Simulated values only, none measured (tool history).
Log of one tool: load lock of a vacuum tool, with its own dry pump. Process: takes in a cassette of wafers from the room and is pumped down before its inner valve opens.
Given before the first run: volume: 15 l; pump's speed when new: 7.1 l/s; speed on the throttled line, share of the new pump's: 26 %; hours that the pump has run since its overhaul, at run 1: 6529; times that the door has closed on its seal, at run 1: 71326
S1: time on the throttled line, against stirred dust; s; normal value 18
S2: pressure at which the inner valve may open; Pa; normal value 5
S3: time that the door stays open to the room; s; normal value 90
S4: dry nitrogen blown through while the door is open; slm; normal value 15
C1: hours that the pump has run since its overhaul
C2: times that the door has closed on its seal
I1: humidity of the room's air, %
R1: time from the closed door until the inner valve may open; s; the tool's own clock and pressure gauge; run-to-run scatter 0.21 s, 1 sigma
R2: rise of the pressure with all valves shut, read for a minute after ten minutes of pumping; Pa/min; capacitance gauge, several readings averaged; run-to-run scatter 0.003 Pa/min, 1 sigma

Run 1, hour 0.0: usual settings; C1 6529; C2 71326; I1 43.4. Result: R1 35.3 s, R2 0.311 Pa/min.
Run 2, hour 236.7: usual settings; C1 6766; C2 72462; I1 43.8. Result: R1 35.6 s, R2 0.310 Pa/min.
Run 3, hour 384.0: usual settings; C1 6913; C2 73169; I1 46.3. Result: R1 35.9 s, R2 0.321 Pa/min.
Run 4, hour 512.8: usual settings but S3 81 s; C1 7042; C2 73787; I1 46.9. Result: R1 35.8 s, R2 0.315 Pa/min.
Run 5, hour 698.6: usual settings but S3 81 s; C1 7227; C2 74679; I1 46.0. Result: R1 35.2 s, R2 0.325 Pa/min.
Run 6, hour 935.0: usual settings but S1 10 s; C1 7464; C2 75813; I1 47.5. Result: R1 29.4 s, R2 0.344 Pa/min.
Run 7, hour 1069.2: usual settings but S4 34 slm; C1 7598; C2 76457; I1 47.7. Result: R1 35.7 s, R2 0.331 Pa/min.
At hour 1182.2: door's seal changed, seat wiped.
Run 8, hour 1246.9: usual settings but S4 34 slm; C1 7774; C2 311; I1 45.9. Result: R1 35.4 s, R2 0.027 Pa/min.
Run 9, hour 1483.4: usual settings but S4 42 slm; C1 8011; C2 1446; I1 43.9. Result: R1 35.7 s, R2 0.027 Pa/min.
Run 10, hour 1636.3: usual settings but S4 42 slm; C1 8164; C2 2180; I1 44.0. Result: R1 35.6 s, R2 0.027 Pa/min.
Run 11, hour 1841.3: usual settings but S3 209 s; C1 8369; C2 3164; I1 45.5. Result: R1 35.6 s, R2 0.078 Pa/min.
Run 12, hour 1951.4: usual settings but S3 32 s; C1 8479; C2 3692; I1 41.5. Result: R1 35.8 s, R2 0.031 Pa/min.
Run 13, hour 2066.9: usual settings but S3 37 s; C1 8594; C2 4247; I1 45.3. Result: R1 35.0 s, R2 0.032 Pa/min.
Run 14, hour 2196.7: usual settings but S3 37 s; C1 8724; C2 4869; I1 47.1. Result: R1 36.1 s, R2 0.036 Pa/min.
Run 15, hour 2299.9: usual settings but S4 7 slm; C1 8827; C2 5365; I1 44.7. Result: R1 35.8 s, R2 0.073 Pa/min.
Run 16, hour 2531.9: usual settings but S4 7 slm; C1 9059; C2 6478; I1 44.6. Result: R1 36.1 s, R2 0.073 Pa/min.
Run 17, hour 2727.9: usual settings but S4 7 slm; C1 9255; C2 7419; I1 44.8. Result: R1 35.9 s, R2 0.077 Pa/min.
Run 18, hour 2903.6: usual settings but S3 52 s, S4 5 slm; C1 9431; C2 8262; I1 41.6. Result: R1 35.6 s, R2 0.061 Pa/min.
Run 19, hour 3016.2: usual settings but S3 52 s, S4 5 slm; C1 9544; C2 8802; I1 42.4. Result: R1 36.0 s, R2 0.064 Pa/min.
Run 20, hour 3185.0: usual settings but S1 17 s, S3 99 s, S4 44 slm; C1 9712; C2 9612; I1 45.9. Result: R1 34.9 s, R2 0.040 Pa/min.
Run 21, hour 3284.5: usual settings but S1 17 s, S3 99 s, S4 44 slm; C1 9812; C2 10090; I1 48.9. Result: R1 35.2 s, R2 0.041 Pa/min.
Run 22, hour 3384.2: usual settings but S1 17 s, S3 99 s, S4 44 slm; C1 9912; C2 10568; I1 46.9. Result: R1 35.2 s, R2 0.044 Pa/min.
Run 23, hour 3559.3: usual settings but S1 22 s, S2 6 Pa, S3 126 s, S4 13 slm; C1 10087; C2 11409; I1 40.7. Result: R1 38.3 s, R2 0.071 Pa/min.
Run 24, hour 3683.3: usual settings but S1 22 s, S2 6 Pa, S3 126 s, S4 13 slm; C1 10211; C2 12004; I1 46.5. Result: R1 38.7 s, R2 0.077 Pa/min.
Run 25, hour 3861.5: usual settings but S1 16 s, S2 7 Pa, S3 167 s, S4 27 slm; C1 10389; C2 12859; I1 46.5. Result: R1 33.9 s, R2 0.070 Pa/min.
Run 26, hour 3966.0: usual settings but S1 29 s, S2 9 Pa; C1 10493; C2 13360; I1 47.1. Result: R1 42.6 s, R2 0.066 Pa/min.
Run 27, hour 4179.1: usual settings but S1 32 s, S2 8 Pa, S3 55 s; C1 10706; C2 14383; I1 43.8. Result: R1 45.5 s, R2 0.060 Pa/min.

Here are 4 independent what-if runs from the current tool condition. What would each one return?
Run A, hour 4370.8: usual settings but S1 10 s, S2 8 Pa, S3 55 s, S4 12 slm; C1 10898; C2 15303; I1 41.7. Result: R1 ?, R2 ?.
Run B, hour 4370.8: usual settings but S1 16 s, S3 134 s; C1 10898; C2 15303; I1 46.6. Result: R1 ?, R2 ?.
Run C, hour 4370.8: usual settings but S1 32 s, S2 8 Pa, S3 55 s, S4 39 slm; C1 10898; C2 15303; I1 46.3. Result: R1 ?, R2 ?.
Run D, hour 4370.8: usual settings but S1 32 s, S2 7 Pa, S3 36 s, S4 34 slm; C1 10898; C2 15303; I1 43.7. Result: R1 ?, R2 ?.

run    R1     R2
  A  29.1  0.060
  B  34.8  0.084
  C  44.5  0.046
  D  45.3  0.039
Take away the tool's hidden state, keep each run's random variation, and the runs would have read:
run    R1     R2
  A  27.4  0.035
  B  33.2  0.058
  C  43.4  0.020
  D  44.2  0.014
